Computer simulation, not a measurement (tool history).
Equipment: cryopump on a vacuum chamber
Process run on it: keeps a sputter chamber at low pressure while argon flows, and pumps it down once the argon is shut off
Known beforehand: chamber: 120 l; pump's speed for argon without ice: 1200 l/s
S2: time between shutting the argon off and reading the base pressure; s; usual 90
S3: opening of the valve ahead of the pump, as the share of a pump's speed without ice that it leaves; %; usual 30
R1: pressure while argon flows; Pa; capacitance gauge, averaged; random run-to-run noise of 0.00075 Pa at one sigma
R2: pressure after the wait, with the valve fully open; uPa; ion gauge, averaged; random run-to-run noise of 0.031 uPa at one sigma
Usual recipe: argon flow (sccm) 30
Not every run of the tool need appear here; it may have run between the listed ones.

{"run": 1, "hour": 0.0, "argon flow (sccm)": 30, "S2": 90, "S3": 30, "R1": 0.1452, "R2": 4.24}
{"run": 2, "hour": 28.0, "argon flow (sccm)": 30, "S2": 90, "S3": 30, "R1": 0.1455, "R2": 4.22}
{"run": 3, "hour": 53.2, "argon flow (sccm)": 30, "S2": 90, "S3": 30, "R1": 0.1454, "R2": 4.41}
{"run": 4, "hour": 102.3, "argon flow (sccm)": 30, "S2": 90, "S3": 56, "R1": 0.0795, "R2": 4.42}
{"run": 5, "hour": 128.6, "argon flow (sccm)": 30, "S2": 90, "S3": 56, "R1": 0.0809, "R2": 4.8}
{"run": 6, "hour": 152.3, "argon flow (sccm)": 30, "S2": 90, "S3": 16, "R1": 0.27, "R2": 4.55}
{"run": 7, "hour": 178.4, "argon flow (sccm)": 30, "S2": 90, "S3": 16, "R1": 0.2678, "R2": 4.69}
{"run": 8, "hour": 212.3, "argon flow (sccm)": 30, "S2": 90, "S3": 16, "R1": 0.2699, "R2": 4.79}
{"run": 9, "hour": 266.6, "argon flow (sccm)": 30, "S2": 90, "S3": 16, "R1": 0.2681, "R2": 4.98}
{"run": 10, "hour": 312.1, "argon flow (sccm)": 26, "S2": 90, "S3": 30, "R1": 0.1268, "R2": 5.19}
{"run": 11, "hour": 361.8, "argon flow (sccm)": 30, "S2": 30, "S3": 30, "R1": 0.147, "R2": 8.04}
{"run": 12, "hour": 385.0, "argon flow (sccm)": 30, "S2": 58, "S3": 30, "R1": 0.1477, "R2": 5.96}
{"hour": 404.7, "done": "leaking fittings of the chamber tightened, without venting"}
{"run": 13, "hour": 417.1, "argon flow (sccm)": 30, "S2": 58, "S3": 30, "R1": 0.1469, "R2": 2.48}
{"run": 14, "hour": 442.6, "argon flow (sccm)": 30, "S2": 58, "S3": 30, "R1": 0.1471, "R2": 2.52}
{"run": 15, "hour": 466.8, "argon flow (sccm)": 30, "S2": 58, "S3": 30, "R1": 0.1492, "R2": 2.66}
{"run": 16, "hour": 494.1, "argon flow (sccm)": 30, "S2": 58, "S3": 30, "R1": 0.1476, "R2": 2.59}
{"run": 17, "hour": 542.7, "argon flow (sccm)": 30, "S2": 90, "S3": 30, "R1": 0.1491, "R2": 2.03}
{"run": 18, "hour": 585.3, "argon flow (sccm)": 30, "S2": 90, "S3": 30, "R1": 0.15, "R2": 2.08}
{"hour": 598.1, "done": "pump warmed up, emptied and cooled again"}
{"run": 19, "hour": 641.2, "argon flow (sccm)": 30, "S2": 58, "S3": 20, "R1": 0.2129, "R2": 2.97}
{"run": 20, "hour": 688.4, "argon flow (sccm)": 30, "S2": 127, "S3": 30, "R1": 0.1426, "R2": 1.84}
{"run": 21, "hour": 738.5, "argon flow (sccm)": 30, "S2": 127, "S3": 30, "R1": 0.1435, "R2": 1.9}
{"run": 22, "hour": 779.1, "argon flow (sccm)": 30, "S2": 40, "S3": 35, "R1": 0.1223, "R2": 4.05}
{"run": 23, "hour": 808.3, "argon flow (sccm)": 14, "S2": 31, "S3": 30, "R1": 0.0666, "R2": 5.11}
{"run": 24, "hour": 850.1, "argon flow (sccm)": 14, "S2": 31, "S3": 30, "R1": 0.0677, "R2": 5.17}
{"run": 25, "hour": 873.1, "argon flow (sccm)": 14, "S2": 254, "S3": 59, "R1": 0.0349, "R2": 1.66}
{"run": 26, "hour": 927.6, "argon flow (sccm)": 14, "S2": 254, "S3": 59, "R1": 0.0346, "R2": 1.82}
{"run": 27, "hour": 963.7, "argon flow (sccm)": 14, "S2": 254, "S3": 59, "R1": 0.0354, "R2": 1.92}
{"run": 28, "hour": 989.7, "argon flow (sccm)": 14, "S2": 254, "S3": 59, "R1": 0.0357, "R2": 1.9}
{"run": 29, "hour": 1038.2, "argon flow (sccm)": 14, "S2": 254, "S3": 59, "R1": 0.0351, "R2": 2.05}

Run 30, settings as shown, results not yet in. Your forecast:
{"run": 30, "hour": 1084.2, "argon flow (sccm)": 12, "S2": 90, "S3": 27, "R1": "?", "R2": "?"}

For run 30 the tool returned R1 0.0647 Pa, R2 3.06 uPa.
With the hidden condition absent and the run-to-run variation left alone, this run would have shown R1 0.0633 Pa, R2 1.63 uPa.
